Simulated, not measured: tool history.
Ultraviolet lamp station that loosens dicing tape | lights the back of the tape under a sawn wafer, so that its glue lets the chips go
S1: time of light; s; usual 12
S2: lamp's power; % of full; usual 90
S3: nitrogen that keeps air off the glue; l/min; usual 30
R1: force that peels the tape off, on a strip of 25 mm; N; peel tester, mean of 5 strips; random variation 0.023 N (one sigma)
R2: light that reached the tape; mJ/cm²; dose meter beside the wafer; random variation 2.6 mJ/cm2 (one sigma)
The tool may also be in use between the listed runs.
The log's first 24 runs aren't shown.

| run | hour | S1 | S2 | S3 | R1 | R2 |
|---|---|---|---|---|---|---|
| 25 | 1779.1 | 11 | 86 | 22 | 2.366 | 226 |
| 26 | 1837.1 | 11 | 90 | 21 | 2.357 | 233 |
| 27 | 1937.3 | 11 | 90 | 21 | 2.468 | 223 |
| 28 | 2005.1 | 9 | 90 | 42 | 2.74 | 178 |
| 29 | 2070.3 | 13 | 90 | 11 | 2.782 | 246 |
| 30 | 2135.7 | 13 | 72 | 11 | 3.596 | 196 |
|  | 2143.4 | window cleaned of glue's vapour |
| 31 | 2198 | 14 | 66 | 15 | 2.85 | 218 |
| 32 | 2249.7 | 10 | 66 | 31 | 3.6 | 154 |
| 33 | 2335.7 | 8 | 76 | 14 | 5.022 | 140 |
| 34 | 2423.1 | 8 | 76 | 14 | 5.155 | 136 |
| 35 | 2492.1 | 8 | 76 | 14 | 5.134 | 130 |
| 36 | 2551.9 | 8 | 76 | 14 | 5.413 | 128 |
| 37 | 2642.7 | 8 | 64 | 56 | 4.809 | 106 |
|  | 2700.7 | window cleaned of glue's vapour |
| 38 | 2711.1 | 8 | 64 | 56 | 4.264 | 117 |
| 39 | 2801.4 | 24 | 64 | 16 | 1.367 | 343 |
| 40 | 2845.1 | 24 | 64 | 16 | 1.375 | 338 |
| 41 | 2915 | 18 | 64 | 16 | 2.342 | 246 |
|  | 3003.7 | lamp changed |
| 42 | 3010.7 | 18 | 64 | 9 | 2.094 | 316 |

3 ways to go on from here, each from the tool as it stands after run 42. What would each give?
| A | 3106.6 | 20 | 81 | 22 | ? | ? |
| B | 3106.6 | 15 | 83 | 12 | ? | ? |
| C | 3106.6 | 15 | 90 | 47 | ? | ? |

| run | R1 | R2 |
|---|---|---|
| A | 0.715 | 423 |
| B | 1.68 | 332 |
| C | 0.763 | 356 |
Without the tool's hidden state the same runs would have given:
| run | R1 | R2 |
|---|---|---|
| A | 0.552 | 480 |
| B | 1.335 | 375 |
| C | 0.589 | 403 |

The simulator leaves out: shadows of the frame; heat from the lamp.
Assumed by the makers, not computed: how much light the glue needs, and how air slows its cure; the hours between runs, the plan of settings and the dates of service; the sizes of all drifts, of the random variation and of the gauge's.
